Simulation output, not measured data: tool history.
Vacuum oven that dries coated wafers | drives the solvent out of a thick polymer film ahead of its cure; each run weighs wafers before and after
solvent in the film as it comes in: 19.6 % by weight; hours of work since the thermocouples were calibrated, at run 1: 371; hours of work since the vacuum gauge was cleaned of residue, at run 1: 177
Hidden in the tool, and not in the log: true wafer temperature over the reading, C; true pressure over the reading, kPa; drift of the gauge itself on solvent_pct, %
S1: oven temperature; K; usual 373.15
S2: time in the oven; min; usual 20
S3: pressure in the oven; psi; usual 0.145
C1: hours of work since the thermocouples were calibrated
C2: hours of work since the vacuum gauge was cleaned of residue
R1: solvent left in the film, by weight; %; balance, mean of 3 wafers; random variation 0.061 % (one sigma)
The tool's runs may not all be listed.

run 1 hour=0.0 | S1=373.15 S2=20 S3=0.145 | C1=371 C2=177 | R1=3.84
run 2 hour=20.1 | S1=373.15 S2=32 S3=0.145 | C1=386 C2=191 | R1=2.09
run 3 hour=44.0 | S1=373.15 S2=32 S3=0.145 | C1=404 C2=209 | R1=2.16
run 4 hour=67.7 | S1=373.15 S2=32 S3=0.145 | C1=421 C2=226 | R1=2.23
run 5 hour=89.1 | S1=373.15 S2=32 S3=0.145 | C1=437 C2=242 | R1=2.20
run 6 hour=99.5 | S1=373.15 S2=32 S3=0.109 | C1=445 C2=250 | R1=1.87
run 7 hour=113.4 | S1=373.15 S2=32 S3=0.109 | C1=455 C2=260 | R1=1.92
run 8 hour=127.4 | S1=373.15 S2=20 S3=0.145 | C1=465 C2=271 | R1=3.87
run 9 hour=148.6 | S1=373.15 S2=20 S3=0.145 | C1=481 C2=286 | R1=3.81
run 10 hour=159.6 | S1=373.15 S2=20 S3=0.145 | C1=489 C2=294 | R1=3.85
run 11 hour=184.3 | S1=373.15 S2=16 S3=0.145 | C1=507 C2=313 | R1=4.94
run 12 hour=198.5 | S1=373.15 S2=16 S3=0.145 | C1=518 C2=323 | R1=4.94
run 13 hour=217.5 | S1=373.15 S2=16 S3=0.145 | C1=532 C2=337 | R1=5.01
run 14 hour=230.0 | S1=369.15 S2=14 S3=0.145 | C1=541 C2=346 | R1=7.33
run 15 hour=251.3 | S1=381.15 S2=12 S3=0.261 | C1=557 C2=362 | R1=4.30
run 16 hour=266.5 | S1=363.15 S2=20 S3=0.145 | C1=568 C2=373 | R1=7.90
run 17 hour=283.1 | S1=373.15 S2=20 S3=0.271 | C1=580 C2=385 | R1=4.80
run 18 hour=304.8 | S1=373.15 S2=23 S3=0.252 | C1=596 C2=401 | R1=4.22
run 19 hour=326.2 | S1=361.15 S2=31 S3=0.177 | C1=612 C2=417 | R1=6.86
run 20 hour=343.2 | S1=361.15 S2=31 S3=0.177 | C1=624 C2=430 | R1=6.79
run 21 hour=358.6 | S1=376.15 S2=20 S3=0.379 | C1=636 C2=441 | R1=4.58
run 22 hour=377.4 | S1=376.15 S2=20 S3=0.379 | C1=650 C2=455 | R1=4.57
run 23 hour=399.7 | S1=385.15 S2=27 S3=0.110 | C1=666 C2=471 | R1=0.88

4 ways to go on from here, each from the tool as it stands after run 23. What would each give?
run A hour=409.7 | S1=385.15 S2=27 S3=0.083 | C1=673 C2=479 | R1=?
run B hour=409.7 | S1=373.15 S2=20 S3=0.222 | C1=673 C2=479 | R1=?
run C hour=409.7 | S1=383.15 S2=20 S3=0.145 | C1=673 C2=479 | R1=?
run D hour=409.7 | S1=385.15 S2=13 S3=0.110 | C1=673 C2=479 | R1=?

run=A R1=0.72
run=B R1=4.62
run=C R1=1.50
run=D R1=2.10
Without the tool's hidden state the same runs would have given:
run=A R1=0.53
run=B R1=4.13
run=C R1=1.22
run=D R1=1.77

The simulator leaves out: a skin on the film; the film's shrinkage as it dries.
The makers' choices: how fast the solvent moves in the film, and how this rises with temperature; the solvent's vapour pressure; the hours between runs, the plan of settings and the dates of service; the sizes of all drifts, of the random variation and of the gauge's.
